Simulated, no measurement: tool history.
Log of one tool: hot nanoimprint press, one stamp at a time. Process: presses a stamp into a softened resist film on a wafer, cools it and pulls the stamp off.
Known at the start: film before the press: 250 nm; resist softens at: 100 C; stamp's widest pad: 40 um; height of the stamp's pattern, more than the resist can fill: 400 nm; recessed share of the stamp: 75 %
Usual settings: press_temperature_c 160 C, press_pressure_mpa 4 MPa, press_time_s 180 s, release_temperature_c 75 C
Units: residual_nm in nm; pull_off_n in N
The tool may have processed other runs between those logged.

run,hour,press_temperature_c,press_pressure_mpa,press_time_s,release_temperature_c,residual_nm,pull_off_n
1,0,160,4,180,75,155,154
2,9.8,160,4,297,75,131.7,157
3,20.9,168,4,180,75,111.2,159
4,38.5,160,4,180,75,154.9,157
# hour 53.5: stamp cleaned and given a new release coat
5,66.6,160,4,215,75,148.2,144
6,77.1,160,4,215,75,146.1,144
7,99.3,160,4,215,75,146.2,154
8,113.4,164,4,215,75,124.3,148
9,134.7,164,4,215,75,124.7,151
# hour 147.7: plate thermocouple calibrated
10,154.4,151,2.53,215,75,214.9,149
11,170.2,151,6.4,151,75,185.8,155
12,181.8,163,4,180,75,131.5,154
13,195.1,163,4,97,75,159.9,156
14,209.2,163,4,246,75,116.1,155
# hour 228: stamp cleaned and given a new release coat
15,234.3,163,4,246,75,117.4,143
16,244.5,163,4,246,82,117.1,134
17,254.1,160,4,180,72,148.1,148

Consider 4 possible next runs. They are alternatives, not a sequence: every one starts from the tool as it was left by run 17. What does each give?
A,273.3,153,4,180,75,?,?
B,273.3,149,2.74,180,62,?,?
C,273.3,149,4,180,75,?,?
D,273.3,160,5.82,180,70,?,?

run,residual_nm,pull_off_n
A,191.3,144
B,223,167
C,212,144
D,129.1,155
Stripped of hidden state, with their random variation kept, the same runs would have yielded:
run,residual_nm,pull_off_n
A,189.9,140
B,222.4,163
C,210.9,140
D,127,151

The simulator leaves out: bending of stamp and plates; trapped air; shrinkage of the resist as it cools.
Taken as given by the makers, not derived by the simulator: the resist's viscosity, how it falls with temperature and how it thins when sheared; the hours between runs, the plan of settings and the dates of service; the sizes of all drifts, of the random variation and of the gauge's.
